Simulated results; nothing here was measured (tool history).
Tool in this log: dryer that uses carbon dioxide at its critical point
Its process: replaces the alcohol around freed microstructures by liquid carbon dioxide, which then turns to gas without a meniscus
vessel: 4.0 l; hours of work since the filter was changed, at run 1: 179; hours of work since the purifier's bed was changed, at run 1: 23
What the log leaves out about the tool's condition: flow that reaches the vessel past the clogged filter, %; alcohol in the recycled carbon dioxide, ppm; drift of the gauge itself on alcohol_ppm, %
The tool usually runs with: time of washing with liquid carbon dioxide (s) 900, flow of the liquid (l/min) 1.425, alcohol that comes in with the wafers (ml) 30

run    hour  time of washing with liquid carbon dioxide (s)  flow of the liquid (l/min)  alcohol that comes in with the wafers (ml)  hours of work since the filter was changed  hours of work since the purifier's bed was changed  alcohol left in the vessel before it's heated (ppm by volume)
  1     0.0                                             900                       1.425                                          30                                         179                                                  23                                                             69
  2    28.7                                             900                       1.425                                          30                                         199                                                  43                                                             69
  3    81.8                                             900                       1.425                                          30                                         237                                                  81                                                             80
  4   135.3                                             780                       1.425                                          30                                         276                                                 120                                                            145
  5   173.3                                             780                       1.425                                          30                                         303                                                 147                                                            145
  6   219.0                                             780                       1.425                                          30                                         336                                                 180                                                            164
      268.0  -- inlet filter changed
  7   275.6                                             900                       1.425                                          30                                           6                                                 220                                                             57
  8   324.3                                             900                       1.425                                          30                                          41                                                 255                                                             71
  9   363.1                                             900                       2.120                                          30                                          68                                                 283                                                             24
 10   407.9                                             900                       1.425                                          30                                         101                                                 315                                                             78
 11   462.8                                             900                       1.425                                          30                                         140                                                 355                                                             82
 12   502.9                                             900                       1.425                                          30                                         169                                                 383                                                             86
 13   548.4                                             900                       1.425                                          30                                         202                                                 416                                                             89
 14   574.5                                             900                       1.425                                          30                                         220                                                 435                                                            100
 15   602.3                                             720                       1.425                                          30                                         240                                                 455                                                            205
 16   649.6                                             720                       1.425                                          30                                         274                                                 489                                                            211
 17   688.7                                             720                       1.425                                          30                                         302                                                 517                                                            210
 18   737.6                                             720                       1.425                                          30                                         338                                                 552                                                            235
 19   770.9                                             720                       1.425                                          30                                         361                                                 576                                                            238
      786.0  -- inlet filter changed
 20   798.6                                             720                       1.425                                          30                                           9                                                 595                                                            160
 21   845.5                                             720                       1.425                                          30                                          43                                                 629                                                            167
 22   886.4                                             840                       1.425                                          30                                          72                                                 658                                                            102
 23   911.2                                             840                       1.425                                          30                                          90                                                 676                                                            117
 24   958.1                                             840                       1.425                                          30                                         124                                                 710                                                            115
 25  1008.6                                            1260                       1.170                                          39                                         160                                                 746                                                             85
 26  1048.1                                            1260                       1.170                                          39                                         188                                                 775                                                             92
 27  1078.3                                             900                       1.425                                          85                                         210                                                 796                                                            222
 28  1107.3                                             600                       1.110                                          30                                         231                                                 817                                                            723
 29  1142.8                                             600                       1.110                                          30                                         256                                                 843                                                            750
 30  1192.9                                             900                       1.150                                          33                                         292                                                 879                                                            252
 31  1247.0                                             900                       1.150                                          33                                         331                                                 917                                                            266
 32  1293.2                                             960                       1.260                                          28                                         364                                                 951                                                            147
     1303.8  -- inlet filter changed
 33  1339.1                                             960                       1.580                                          28                                          25                                                 983                                                             65
 34  1389.8                                             960                       1.580                                          28                                          62                                                1019                                                             71
 35  1432.0                                            1020                       0.940                                          59                                          92                                                1050                                                            442
 36  1461.8                                            1020                       0.940                                          59                                         114                                                1071                                                            473
 37  1486.1                                            1200                       1.970                                          67                                         131                                                1089                                                             55
 38  1543.2                                             780                       2.290                                          57                                         172                                                1130                                                             70
 39  1585.1                                             780                       0.950                                          29                                         202                                                1160                                                            557
 40  1626.8                                             540                       2.330                                         118                                         232                                                1190                                                            291
 41  1684.4                                             660                       1.070                                          30                                         274                                                1231                                                            688
 42  1737.0                                             660                       1.070                                          30                                         311                                                1269                                                            693
 43  1791.2                                             660                       1.070                                          30                                         350                                                1308                                                            743
     1820.8  -- inlet filter changed
 44  1847.7                                             780                       1.420                                          48                                          19                                                1348                                                            210
 45  1874.7                                             900                       1.425                                          33                                          39                                                1367                                                            117
 46  1929.4                                            1440                       2.370                                          40                                          78                                                1407                                                             62
     1964.3  -- purifier's bed changed
 47  1989.7                                            1080                       2.180                                          30                                         119                                                  18                                                             14
 48  2031.6                                             900                       0.920                                          85                                         149                                                  48                                                           1052

Each row is a separate what-if for the run after 48, all from the same tool condition, not one after another. Results?
  A  2088.2                                            1020                       1.730                                          30                                         190                                                  89                                                              ?
  B  2088.2                                             900                       0.920                                          63                                         190                                                  89                                                              ?
  C  2088.2                                             720                       1.425                                          82                                         190                                                  89                                                              ?

run  alcohol left in the vessel before it's heated (ppm by volume)
  A                                                             15
  B                                                            800
  C                                                            476
With no hidden state in the tool, these same runs would have given:
run  alcohol left in the vessel before it's heated (ppm by volume)
  A                                                              4
  B                                                            635
  C                                                            354

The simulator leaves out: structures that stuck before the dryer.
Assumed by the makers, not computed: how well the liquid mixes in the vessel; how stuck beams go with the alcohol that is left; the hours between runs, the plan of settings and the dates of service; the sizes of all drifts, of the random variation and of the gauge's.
